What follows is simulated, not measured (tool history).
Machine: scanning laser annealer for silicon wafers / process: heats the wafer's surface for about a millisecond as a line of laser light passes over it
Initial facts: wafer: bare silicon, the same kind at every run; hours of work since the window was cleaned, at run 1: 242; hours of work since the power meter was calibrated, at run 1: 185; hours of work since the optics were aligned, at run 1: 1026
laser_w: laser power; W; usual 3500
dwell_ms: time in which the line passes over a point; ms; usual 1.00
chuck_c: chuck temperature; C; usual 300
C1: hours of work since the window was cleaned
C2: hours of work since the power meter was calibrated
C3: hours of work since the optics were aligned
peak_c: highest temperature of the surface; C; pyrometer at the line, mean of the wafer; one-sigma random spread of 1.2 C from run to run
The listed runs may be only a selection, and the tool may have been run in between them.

{"run": 1, "hour": 0.0, "laser_w": 3500, "dwell_ms": 1.0, "chuck_c": 300, "C1": 242, "C2": 185, "C3": 1026, "peak_c": 1008}
{"run": 2, "hour": 8.7, "laser_w": 3500, "dwell_ms": 1.0, "chuck_c": 300, "C1": 247, "C2": 190, "C3": 1031, "peak_c": 1005}
{"run": 3, "hour": 16.3, "laser_w": 3500, "dwell_ms": 1.0, "chuck_c": 300, "C1": 251, "C2": 194, "C3": 1035, "peak_c": 1007}
{"run": 4, "hour": 20.9, "laser_w": 3675, "dwell_ms": 1.0, "chuck_c": 300, "C1": 254, "C2": 197, "C3": 1038, "peak_c": 1054}
{"run": 5, "hour": 28.4, "laser_w": 3500, "dwell_ms": 1.0, "chuck_c": 300, "C1": 258, "C2": 201, "C3": 1042, "peak_c": 1006}
{"run": 6, "hour": 37.8, "laser_w": 3500, "dwell_ms": 1.0, "chuck_c": 300, "C1": 263, "C2": 206, "C3": 1047, "peak_c": 1004}
{"run": 7, "hour": 44.8, "laser_w": 3500, "dwell_ms": 1.0, "chuck_c": 300, "C1": 267, "C2": 210, "C3": 1051, "peak_c": 1008}
{"run": 8, "hour": 51.2, "laser_w": 3500, "dwell_ms": 1.0, "chuck_c": 262, "C1": 271, "C2": 213, "C3": 1054, "peak_c": 967}
{"run": 9, "hour": 57.8, "laser_w": 3500, "dwell_ms": 1.0, "chuck_c": 262, "C1": 274, "C2": 217, "C3": 1058, "peak_c": 967}
{"run": 10, "hour": 62.6, "laser_w": 3500, "dwell_ms": 1.0, "chuck_c": 262, "C1": 277, "C2": 220, "C3": 1061, "peak_c": 966}
{"run": 11, "hour": 70.2, "laser_w": 3500, "dwell_ms": 1.0, "chuck_c": 262, "C1": 281, "C2": 224, "C3": 1065, "peak_c": 969}
{"run": 12, "hour": 75.6, "laser_w": 3500, "dwell_ms": 1.01, "chuck_c": 300, "C1": 284, "C2": 227, "C3": 1068, "peak_c": 1009}
{"run": 13, "hour": 82.7, "laser_w": 3500, "dwell_ms": 1.0, "chuck_c": 300, "C1": 288, "C2": 231, "C3": 1072, "peak_c": 1007}
{"run": 14, "hour": 88.8, "laser_w": 3500, "dwell_ms": 1.0, "chuck_c": 300, "C1": 291, "C2": 234, "C3": 1075, "peak_c": 1005}
{"run": 15, "hour": 94.3, "laser_w": 3500, "dwell_ms": 1.0, "chuck_c": 300, "C1": 294, "C2": 237, "C3": 1078, "peak_c": 1006}
{"run": 16, "hour": 98.6, "laser_w": 3500, "dwell_ms": 1.15, "chuck_c": 300, "C1": 297, "C2": 239, "C3": 1080, "peak_c": 1051}
{"run": 17, "hour": 103.0, "laser_w": 3500, "dwell_ms": 1.0, "chuck_c": 300, "C1": 299, "C2": 242, "C3": 1083, "peak_c": 1004}
{"run": 18, "hour": 110.4, "laser_w": 3500, "dwell_ms": 1.0, "chuck_c": 300, "C1": 303, "C2": 246, "C3": 1087, "peak_c": 1005}
{"run": 19, "hour": 119.7, "laser_w": 3500, "dwell_ms": 1.12, "chuck_c": 285, "C1": 308, "C2": 251, "C3": 1092, "peak_c": 1027}
{"run": 20, "hour": 126.3, "laser_w": 3500, "dwell_ms": 0.83, "chuck_c": 328, "C1": 312, "C2": 255, "C3": 1096, "peak_c": 979}
{"run": 21, "hour": 134.5, "laser_w": 3500, "dwell_ms": 0.83, "chuck_c": 328, "C1": 316, "C2": 259, "C3": 1100, "peak_c": 977}
{"run": 22, "hour": 142.4, "laser_w": 3500, "dwell_ms": 0.83, "chuck_c": 328, "C1": 321, "C2": 263, "C3": 1105, "peak_c": 978}
{"run": 23, "hour": 148.7, "laser_w": 3002, "dwell_ms": 0.83, "chuck_c": 333, "C1": 324, "C2": 267, "C3": 1108, "peak_c": 862}
{"run": 24, "hour": 156.5, "laser_w": 3002, "dwell_ms": 0.83, "chuck_c": 333, "C1": 329, "C2": 271, "C3": 1112, "peak_c": 862}
{"run": 25, "hour": 160.9, "laser_w": 3002, "dwell_ms": 0.83, "chuck_c": 333, "C1": 331, "C2": 274, "C3": 1115, "peak_c": 863}
{"run": 26, "hour": 168.3, "laser_w": 3500, "dwell_ms": 0.82, "chuck_c": 300, "C1": 335, "C2": 278, "C3": 1119, "peak_c": 946}
{"run": 27, "hour": 177.0, "laser_w": 3425, "dwell_ms": 0.95, "chuck_c": 275, "C1": 340, "C2": 282, "C3": 1124, "peak_c": 946}
{"run": 28, "hour": 183.7, "laser_w": 3180, "dwell_ms": 0.73, "chuck_c": 275, "C1": 343, "C2": 286, "C3": 1127, "peak_c": 813}
{"run": 29, "hour": 192.5, "laser_w": 3180, "dwell_ms": 0.73, "chuck_c": 275, "C1": 348, "C2": 291, "C3": 1132, "peak_c": 814}
{"run": 30, "hour": 198.1, "laser_w": 3180, "dwell_ms": 0.73, "chuck_c": 275, "C1": 351, "C2": 294, "C3": 1135, "peak_c": 816}
{"run": 31, "hour": 202.7, "laser_w": 3180, "dwell_ms": 0.73, "chuck_c": 275, "C1": 354, "C2": 297, "C3": 1138, "peak_c": 815}
{"run": 32, "hour": 209.3, "laser_w": 3500, "dwell_ms": 1.11, "chuck_c": 300, "C1": 358, "C2": 300, "C3": 1141, "peak_c": 1039}
{"run": 33, "hour": 215.1, "laser_w": 3303, "dwell_ms": 0.8, "chuck_c": 333, "C1": 361, "C2": 303, "C3": 1145, "peak_c": 925}
{"run": 34, "hour": 219.6, "laser_w": 3293, "dwell_ms": 0.8, "chuck_c": 275, "C1": 363, "C2": 306, "C3": 1147, "peak_c": 865}
{"run": 35, "hour": 228.4, "laser_w": 3293, "dwell_ms": 0.8, "chuck_c": 275, "C1": 368, "C2": 311, "C3": 1152, "peak_c": 865}
{"run": 36, "hour": 232.8, "laser_w": 3319, "dwell_ms": 1.12, "chuck_c": 275, "C1": 370, "C2": 313, "C3": 1154, "peak_c": 967}

Alternative continuations, all from the tool just after run 36; predict every row:
{"run": "A", "hour": 237.5, "laser_w": 3652, "dwell_ms": 0.98, "chuck_c": 300, "C1": 373, "C2": 316, "C3": 1157, "peak_c": "?"}
{"run": "B", "hour": 237.5, "laser_w": 3694, "dwell_ms": 0.89, "chuck_c": 328, "C1": 373, "C2": 316, "C3": 1157, "peak_c": "?"}
{"run": "C", "hour": 237.5, "laser_w": 3157, "dwell_ms": 1.12, "chuck_c": 304, "C1": 373, "C2": 316, "C3": 1157, "peak_c": "?"}
{"run": "D", "hour": 237.5, "laser_w": 3403, "dwell_ms": 1.22, "chuck_c": 275, "C1": 373, "C2": 316, "C3": 1157, "peak_c": "?"}

run=A peak_c=1040
run=B peak_c=1048
run=C peak_c=952
run=D peak_c=1018
Take away the tool's hidden state, keep each run's random variation, and the runs would have read:
run=A peak_c=1042
run=B peak_c=1050
run=C peak_c=954
run=D peak_c=1019
